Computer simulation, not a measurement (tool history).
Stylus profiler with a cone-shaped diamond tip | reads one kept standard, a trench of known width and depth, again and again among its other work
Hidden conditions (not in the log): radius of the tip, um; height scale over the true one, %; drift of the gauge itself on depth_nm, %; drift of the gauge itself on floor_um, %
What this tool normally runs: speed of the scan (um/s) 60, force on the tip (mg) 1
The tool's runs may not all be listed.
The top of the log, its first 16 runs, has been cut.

run	hour	speed of the scan (um/s)	force on the tip (mg)	scans with this tip	hours of work since the height scale was calibrated	depth of the trench (nm)	width of the trench's floor (µm)
17	421.9	108	1	5471	522	200.37	47.06
18	443.2	108	1	5628	537	200.4	47.01
19	476.4	108	1	5871	560	200.3	47.01
20	500	108	1	6044	576	200.4	47.03
21	521.9	60	1	6204	592	200.28	47.36
22	545.6	26	1	6378	608	200.25	47.69
23	571.8	26	1	6570	627	200.28	47.61
# hour 574.4: height scale calibrated on a step standard
24	598	109	0.72	6759	16	199.9	46.83
25	629.7	231	0.61	6991	39	199.85	45.51
26	660.3	60	1.11	7216	60	200.08	47.37
27	680.9	125	0.57	7366	74	199.86	46.6
28	707.2	26	0.7	7559	93	199.9	47.52
29	745.1	60	0.37	7837	119	199.6	47.01
30	770.2	167	1.01	8021	137	200.13	46.56
# hour 787.9: height scale calibrated on a step standard, once more
31	802.1	167	1.01	8252	10	200.8	46.51
32	823.3	17	1.01	8407	25	200.66	47.68

For run 33, what comes out?
33	841.7	17	1.58	8541	38	?	?

Run 33 measured depth of the trench (nm) 201.13, width of the trench's floor (µm) 47.65.
On a tool with no hidden condition, and with the same random variation, this run would have come out at depth of the trench (nm) 201.05, width of the trench's floor (µm) 47.91.
